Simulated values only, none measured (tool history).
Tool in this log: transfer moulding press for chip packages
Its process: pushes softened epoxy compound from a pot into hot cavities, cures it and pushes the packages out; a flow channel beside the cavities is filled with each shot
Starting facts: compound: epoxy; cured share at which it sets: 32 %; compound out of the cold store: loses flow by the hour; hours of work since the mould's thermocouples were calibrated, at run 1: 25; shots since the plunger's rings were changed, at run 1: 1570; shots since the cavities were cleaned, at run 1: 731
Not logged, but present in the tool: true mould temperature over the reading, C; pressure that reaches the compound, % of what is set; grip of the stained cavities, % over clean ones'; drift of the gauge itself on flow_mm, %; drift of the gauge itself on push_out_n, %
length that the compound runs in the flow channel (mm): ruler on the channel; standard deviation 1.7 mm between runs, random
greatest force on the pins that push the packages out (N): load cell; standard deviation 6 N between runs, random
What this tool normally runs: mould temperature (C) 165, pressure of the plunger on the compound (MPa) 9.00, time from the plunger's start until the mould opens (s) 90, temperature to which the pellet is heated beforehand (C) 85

| run | hour | mould temperature (C) | pressure of the plunger on the compound (MPa) | time from the plunger's start until the mould opens (s) | temperature to which the pellet is heated beforehand (C) | hours of work since the mould's thermocouples were calibrated | shots since the plunger's rings were changed | shots since the cavities were cleaned | incoming compound's hours out of the cold store | length that the compound runs in the flow channel (mm) | greatest force on the pins that push the packages out (N) |
|---|---|---|---|---|---|---|---|---|---|---|---|
| 1 | 0.0 | 165 | 9.00 | 90 | 85 | 25 | 1570 | 731 | 22.0 | 907 | 400 |
|  | 42.6 | cavities cleaned with cleaning compound and waxed |
| 2 | 45.7 | 165 | 9.00 | 90 | 85 | 49 | 2004 | 30 | 25.2 | 887 | 230 |
| 3 | 73.0 | 165 | 9.00 | 90 | 76 | 63 | 2272 | 298 | 26.8 | 880 | 324 |
|  | 130.0 | plunger's sealing rings changed |
| 4 | 132.4 | 165 | 9.00 | 90 | 85 | 94 | 25 | 858 | 17.9 | 945 | 398 |
|  | 160.8 | cavities cleaned with cleaning compound and waxed |
| 5 | 182.0 | 165 | 9.00 | 90 | 85 | 120 | 497 | 208 | 33.6 | 874 | 293 |
| 6 | 223.7 | 165 | 9.00 | 81 | 85 | 142 | 906 | 617 | 22.7 | 910 | 407 |
| 7 | 270.7 | 165 | 9.00 | 81 | 85 | 168 | 1368 | 1079 | 33.7 | 862 | 448 |
|  | 277.4 | cavities cleaned with cleaning compound and waxed |
| 8 | 329.7 | 165 | 9.00 | 106 | 85 | 199 | 1933 | 514 | 14.8 | 931 | 360 |
| 9 | 356.2 | 165 | 6.97 | 90 | 85 | 213 | 2193 | 774 | 38.3 | 734 | 391 |
|  | 395.7 | cavities cleaned with cleaning compound and waxed |
| 10 | 400.2 | 165 | 6.97 | 90 | 85 | 236 | 2611 | 44 | 39.2 | 724 | 247 |
|  | 422.0 | plunger's sealing rings changed |
| 11 | 458.8 | 162 | 6.97 | 90 | 85 | 266 | 362 | 595 | 10.7 | 873 | 409 |
| 12 | 490.0 | 165 | 9.00 | 90 | 78 | 283 | 669 | 902 | 37.5 | 860 | 395 |
|  | 517.8 | cavities cleaned with cleaning compound and waxed |
| 13 | 526.8 | 171 | 9.00 | 90 | 85 | 302 | 1015 | 88 | 26.4 | 872 | 246 |
| 14 | 557.1 | 171 | 9.00 | 90 | 85 | 318 | 1313 | 386 | 8.9 | 939 | 317 |
| 15 | 584.7 | 171 | 9.00 | 90 | 85 | 333 | 1585 | 658 | 29.4 | 853 | 366 |

What does the tool deliver on the next run?
| 16 | 627.4 | 161 | 9.00 | 90 | 95 | 356 | 2004 | 1077 | 21.3 | ? | ? |

Run 16 produced length that the compound runs in the flow channel (mm) 925, greatest force on the pins that push the packages out (N) 485.
Were there no unlogged condition in the tool, this run, its random variation unchanged, would have produced length that the compound runs in the flow channel (mm) 954, greatest force on the pins that push the packages out (N) 260.
